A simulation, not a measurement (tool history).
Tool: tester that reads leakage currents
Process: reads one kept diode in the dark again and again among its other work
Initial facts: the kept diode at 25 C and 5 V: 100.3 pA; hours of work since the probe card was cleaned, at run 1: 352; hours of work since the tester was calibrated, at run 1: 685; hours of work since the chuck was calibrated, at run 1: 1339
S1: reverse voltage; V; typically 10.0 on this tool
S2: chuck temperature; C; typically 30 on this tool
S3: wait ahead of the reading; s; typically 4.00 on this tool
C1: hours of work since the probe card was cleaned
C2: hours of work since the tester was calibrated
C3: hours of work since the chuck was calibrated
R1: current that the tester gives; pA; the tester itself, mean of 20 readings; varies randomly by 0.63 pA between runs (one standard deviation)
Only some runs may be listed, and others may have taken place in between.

| run | hour | S1 | S2 | S3 | C1 | C2 | C3 | R1 |
|---|---|---|---|---|---|---|---|---|
| 1 | 0.0 | 10.0 | 30 | 4.00 | 352 | 685 | 1339 | 192.25 |
| 2 | 51.1 | 4.6 | 30 | 4.00 | 382 | 715 | 1370 | 140.94 |
| 3 | 87.8 | 8.4 | 30 | 4.00 | 404 | 737 | 1391 | 178.11 |
| 4 | 138.9 | 3.2 | 30 | 4.00 | 435 | 767 | 1422 | 121.91 |
| 5 | 182.8 | 3.2 | 30 | 4.00 | 461 | 793 | 1448 | 122.25 |
| 6 | 206.9 | 3.2 | 30 | 4.00 | 475 | 808 | 1462 | 121.96 |
| 7 | 239.6 | 10.0 | 30 | 6.21 | 495 | 827 | 1482 | 191.57 |
| 8 | 284.5 | 1.0 | 30 | 6.21 | 521 | 854 | 1508 | 76.43 |
| 9 | 334.8 | 1.0 | 30 | 6.21 | 551 | 884 | 1538 | 76.59 |
|  | 340.0 | probe card cleaned and baked |
| 10 | 377.2 | 3.1 | 30 | 4.00 | 22 | 907 | 1562 | 119.84 |
| 11 | 420.7 | 2.2 | 39 | 0.74 | 48 | 933 | 1588 | 233.24 |
| 12 | 449.5 | 9.7 | 54 | 4.00 | 65 | 950 | 1605 | 1468.02 |
| 13 | 481.7 | 12.1 | 55 | 4.00 | 84 | 969 | 1624 | 1726.81 |
| 14 | 527.3 | 15.3 | 24 | 2.89 | 111 | 996 | 1651 | 132.38 |
| 15 | 563.8 | 9.1 | 31 | 0.57 | 133 | 1018 | 1673 | 202.55 |
| 16 | 599.0 | 9.1 | 31 | 0.57 | 154 | 1039 | 1694 | 202.15 |
|  | 610.4 | probe card cleaned and baked, once more |
| 17 | 626.9 | 5.1 | 22 | 1.35 | 10 | 1054 | 1708 | 66.39 |
| 18 | 680.6 | 10.0 | 26 | 1.28 | 42 | 1086 | 1740 | 127.73 |
| 19 | 727.4 | 10.0 | 23 | 0.32 | 70 | 1114 | 1768 | 96.94 |
| 20 | 764.1 | 10.0 | 32 | 4.05 | 91 | 1135 | 1790 | 222.57 |

Branching from run 20: 5 alternative next runs. What would each branch give?
| A | 802.6 | 10.0 | 30 | 0.75 | 114 | 1158 | 1813 | ? |
| B | 802.6 | 2.2 | 30 | 4.00 | 114 | 1158 | 1813 | ? |
| C | 802.6 | 10.0 | 51 | 4.05 | 114 | 1158 | 1813 | ? |
| D | 802.6 | 1.3 | 30 | 5.47 | 114 | 1158 | 1813 | ? |
| E | 802.6 | 18.1 | 51 | 2.35 | 114 | 1158 | 1813 | ? |

| run | R1 |
|---|---|
| A | 185.80 |
| B | 101.96 |
| C | 1148.34 |
| D | 82.51 |
| E | 1451.96 |
Stripped of hidden state, with their random variation kept, the same runs would have yielded:
| run | R1 |
|---|---|
| A | 211.84 |
| B | 116.54 |
| C | 1291.23 |
| D | 94.35 |
| E | 1632.23 |

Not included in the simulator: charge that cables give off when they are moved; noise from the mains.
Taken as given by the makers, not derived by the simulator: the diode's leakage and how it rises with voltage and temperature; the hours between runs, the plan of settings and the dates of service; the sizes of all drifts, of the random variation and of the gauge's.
